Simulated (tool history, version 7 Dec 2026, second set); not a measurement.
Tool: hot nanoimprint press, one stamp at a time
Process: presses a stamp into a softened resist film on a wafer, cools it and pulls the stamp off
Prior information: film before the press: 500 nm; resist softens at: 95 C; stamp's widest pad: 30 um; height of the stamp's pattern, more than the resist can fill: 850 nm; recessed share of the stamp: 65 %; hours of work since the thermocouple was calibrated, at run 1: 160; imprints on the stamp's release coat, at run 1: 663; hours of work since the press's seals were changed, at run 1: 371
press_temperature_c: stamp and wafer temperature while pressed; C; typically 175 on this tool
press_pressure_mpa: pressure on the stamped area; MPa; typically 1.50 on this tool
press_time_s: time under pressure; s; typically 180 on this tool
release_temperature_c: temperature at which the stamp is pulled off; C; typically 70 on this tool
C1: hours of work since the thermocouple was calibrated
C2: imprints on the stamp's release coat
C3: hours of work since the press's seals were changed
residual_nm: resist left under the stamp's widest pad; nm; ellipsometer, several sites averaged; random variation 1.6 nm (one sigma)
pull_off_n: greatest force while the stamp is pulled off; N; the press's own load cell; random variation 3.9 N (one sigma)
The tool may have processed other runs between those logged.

Run 1, hour 0.0: usual settings; C1 160; C2 663; C3 371. Result: residual_nm 258.2 nm, pull_off_n 217 N.
Run 2, hour 20.1: usual settings but press_temperature_c 183 C; C1 169; C2 717; C3 380. Result: residual_nm 186.1 nm, pull_off_n 219 N.
Run 3, hour 37.3: usual settings but press_temperature_c 183 C; C1 177; C2 762; C3 388. Result: residual_nm 187.0 nm, pull_off_n 226 N.
Run 4, hour 49.7: usual settings; C1 182; C2 795; C3 393. Result: residual_nm 260.7 nm, pull_off_n 220 N.
Run 5, hour 61.8: usual settings; C1 187; C2 828; C3 399. Result: residual_nm 259.5 nm, pull_off_n 228 N.
Run 6, hour 86.6: usual settings; C1 198; C2 894; C3 410. Result: residual_nm 257.9 nm, pull_off_n 231 N.
Run 7, hour 107.2: usual settings but release_temperature_c 68 C; C1 208; C2 948; C3 419. Result: residual_nm 259.7 nm, pull_off_n 239 N.
Run 8, hour 122.2: usual settings; C1 214; C2 988; C3 425. Result: residual_nm 258.6 nm, pull_off_n 231 N.
Run 9, hour 147.8: usual settings; C1 225; C2 1056; C3 437. Result: residual_nm 257.3 nm, pull_off_n 231 N.
Run 10, hour 165.4: usual settings but press_temperature_c 182 C; C1 233; C2 1103; C3 444. Result: residual_nm 200.8 nm, pull_off_n 245 N.
Run 11, hour 180.0: usual settings but press_temperature_c 182 C; C1 240; C2 1142; C3 451. Result: residual_nm 196.1 nm, pull_off_n 247 N.
Run 12, hour 209.5: usual settings but press_temperature_c 182 C; C1 253; C2 1221; C3 464. Result: residual_nm 196.1 nm, pull_off_n 244 N.
Run 13, hour 238.5: usual settings but press_temperature_c 182 C; C1 266; C2 1298; C3 477. Result: residual_nm 197.2 nm, pull_off_n 241 N.
Run 14, hour 255.5: usual settings but press_temperature_c 182 C; C1 273; C2 1343; C3 484. Result: residual_nm 197.0 nm, pull_off_n 249 N.
At hour 277.3: plate thermocouple calibrated.
Run 15, hour 277.3: usual settings; C1 0; C2 1393; C3 492. Result: residual_nm 266.8 nm, pull_off_n 255 N.
At hour 303.3: stamp cleaned and given a new release coat.
Run 16, hour 303.3: usual settings; C1 9; C2 0; C3 501. Result: residual_nm 266.2 nm, pull_off_n 187 N.
Run 17, hour 327.9: usual settings; C1 20; C2 66; C3 512. Result: residual_nm 266.2 nm, pull_off_n 196 N.
Run 18, hour 350.1: usual settings; C1 29; C2 125; C3 522. Result: residual_nm 265.5 nm, pull_off_n 193 N.
Run 19, hour 375.0: usual settings; C1 40; C2 191; C3 533. Result: residual_nm 265.5 nm, pull_off_n 196 N.
Run 20, hour 391.7: usual settings but release_temperature_c 62 C; C1 48; C2 235; C3 540. Result: residual_nm 268.3 nm, pull_off_n 219 N.
Run 21, hour 420.7: usual settings but press_temperature_c 178 C, press_pressure_mpa 1.00 MPa, press_time_s 298 s, release_temperature_c 71 C; C1 61; C2 313; C3 553. Result: residual_nm 238.2 nm, pull_off_n 191 N.
Run 22, hour 438.7: usual settings but press_pressure_mpa 1.92 MPa, press_time_s 308 s, release_temperature_c 75 C; C1 69; C2 361; C3 561. Result: residual_nm 194.7 nm, pull_off_n 194 N.
At hour 443.2: plate thermocouple calibrated, once more.
Run 23, hour 469.3: usual settings but press_pressure_mpa 1.92 MPa, press_time_s 308 s, release_temperature_c 75 C; C1 12; C2 434; C3 573. Result: residual_nm 186.2 nm, pull_off_n 192 N.
Run 24, hour 485.9: usual settings but press_temperature_c 186 C, press_pressure_mpa 1.92 MPa, press_time_s 308 s, release_temperature_c 74 C; C1 19; C2 478; C3 581. Result: residual_nm 114.3 nm, pull_off_n 200 N.
Run 25, hour 514.9: usual settings but press_temperature_c 186 C, press_pressure_mpa 1.92 MPa, press_time_s 308 s, release_temperature_c 74 C; C1 32; C2 555; C3 593. Result: residual_nm 112.4 nm, pull_off_n 197 N.
Run 26, hour 528.6: usual settings but press_temperature_c 186 C, press_pressure_mpa 1.92 MPa, press_time_s 93 s, release_temperature_c 56 C; C1 38; C2 592; C3 599. Result: residual_nm 185.4 nm, pull_off_n 239 N.
Run 27, hour 557.4: usual settings but press_temperature_c 173 C, press_pressure_mpa 2.37 MPa; C1 50; C2 668; C3 612. Result: residual_nm 222.1 nm, pull_off_n 217 N.
Run 28, hour 581.4: usual settings but press_pressure_mpa 1.25 MPa; C1 61; C2 732; C3 623. Result: residual_nm 276.5 nm, pull_off_n 216 N.
Run 29, hour 601.5: usual settings but press_temperature_c 166 C, press_time_s 298 s; C1 70; C2 786; C3 632. Result: residual_nm 311.8 nm, pull_off_n 226 N.

Each row is a separate what-if for the run after 29, all from the same tool condition, not one after another. Results?
Run A, hour 625.0: usual settings but press_temperature_c 166 C, press_pressure_mpa 1.15 MPa, press_time_s 298 s, release_temperature_c 65 C; C1 80; C2 848; C3 642. Result: residual_nm ?, pull_off_n ?.
Run B, hour 625.0: usual settings but press_time_s 134 s; C1 80; C2 848; C3 642. Result: residual_nm ?, pull_off_n ?.
Run C, hour 625.0: usual settings but press_pressure_mpa 1.89 MPa, press_time_s 122 s, release_temperature_c 62 C; C1 80; C2 848; C3 642. Result: residual_nm ?, pull_off_n ?.
Run D, hour 625.0: usual settings but release_temperature_c 74 C; C1 80; C2 848; C3 642. Result: residual_nm ?, pull_off_n ?.

run  residual_nm  pull_off_n
  A        339.1         234
  B        282.2         217
  C        263.4         244
  D        253.3         213
Without the tool's hidden state the same runs would have given:
run  residual_nm  pull_off_n
  A        334.5         194
  B        277.5         180
  C        258.3         203
  D        248.7         177
